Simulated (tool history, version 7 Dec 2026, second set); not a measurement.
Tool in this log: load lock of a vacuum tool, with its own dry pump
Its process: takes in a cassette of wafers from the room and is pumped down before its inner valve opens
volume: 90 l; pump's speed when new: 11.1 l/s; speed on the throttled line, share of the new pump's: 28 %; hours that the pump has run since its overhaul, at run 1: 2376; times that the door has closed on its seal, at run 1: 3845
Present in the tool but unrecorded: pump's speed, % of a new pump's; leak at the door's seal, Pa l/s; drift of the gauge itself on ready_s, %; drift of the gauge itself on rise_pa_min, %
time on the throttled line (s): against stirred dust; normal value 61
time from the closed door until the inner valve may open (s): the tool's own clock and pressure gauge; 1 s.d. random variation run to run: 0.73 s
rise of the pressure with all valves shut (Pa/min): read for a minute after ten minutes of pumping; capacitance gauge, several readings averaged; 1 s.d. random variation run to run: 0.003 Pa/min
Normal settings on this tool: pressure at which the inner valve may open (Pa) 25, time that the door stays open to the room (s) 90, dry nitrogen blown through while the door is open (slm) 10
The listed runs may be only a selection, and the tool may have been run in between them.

run	hour	time on the throttled line (s)	pressure at which the inner valve may open (Pa)	time that the door stays open to the room (s)	dry nitrogen blown through while the door is open (slm)	hours that the pump has run since its overhaul	times that the door has closed on its seal	incoming humidity of the room's air, %	time from the closed door until the inner valve may open (s)	rise of the pressure with all valves shut (Pa/min)
1	0	61	25	90	10	2376	3845	47.5	113.3	0.043
2	156.9	61	25	135	10	2533	4095	47.3	113.1	0.052
3	276.1	61	25	135	10	2652	4285	45.5	113.2	0.051
4	423.3	61	25	135	10	2799	4520	48.7	113.8	0.051
5	644.6	61	25	135	10	3021	4872	45.4	113.9	0.049
6	760.8	61	25	90	10	3137	5058	48.1	112.9	0.042
7	878.5	61	25	90	10	3255	5245	44.8	113.8	0.036
8	1007.5	61	25	90	10	3384	5451	42.6	113.8	0.034
9	1189.3	61	25	90	10	3565	5740	45.4	114.6	0.04
10	1439.3	61	25	90	10	3815	6139	44.2	114.6	0.041
11	1626.8	61	25	90	10	4003	6437	42.2	114.2	0.042
12	1810.2	61	25	90	10	4186	6730	44.1	113.8	0.044
13	1968.8	61	25	90	10	4345	6982	46.3	115.2	0.049
14	2161.3	61	25	67	10	4537	7289	42.5	113.7	0.043
15	2294	61	25	67	10	4670	7500	46.7	116.4	0.038
16	2423.5	61	25	90	17	4800	7707	43.9	116.9	0.036
17	2627.2	61	25	90	17	5003	8031	40.8	115.8	0.033
18	2765.8	61	36	90	10	5142	8252	42.9	112.4	0.047
19	2977	61	34	90	10	5353	8589	48.9	112.9	0.051
20	3232.4	73	31	114	34	5609	8996	47.2	121.7	0.033
21	3351.9	73	27	29	5	5728	9186	45	124.4	0.041
22	3599.7	61	25	29	10	5976	9581	43.4	116.2	0.033

Run 23, settings as shown, results not yet in. Your forecast:
23	3795.3	61	25	29	10	6171	9892	46.2	?	?

time from the closed door until the inner valve may open (s): 115.8
rise of the pressure with all valves shut (Pa/min): 0.035
The same run, on a tool lacking any hidden state, would have yielded time from the closed door until the inner valve may open (s) 110.9, rise of the pressure with all valves shut (Pa/min) 0.014.

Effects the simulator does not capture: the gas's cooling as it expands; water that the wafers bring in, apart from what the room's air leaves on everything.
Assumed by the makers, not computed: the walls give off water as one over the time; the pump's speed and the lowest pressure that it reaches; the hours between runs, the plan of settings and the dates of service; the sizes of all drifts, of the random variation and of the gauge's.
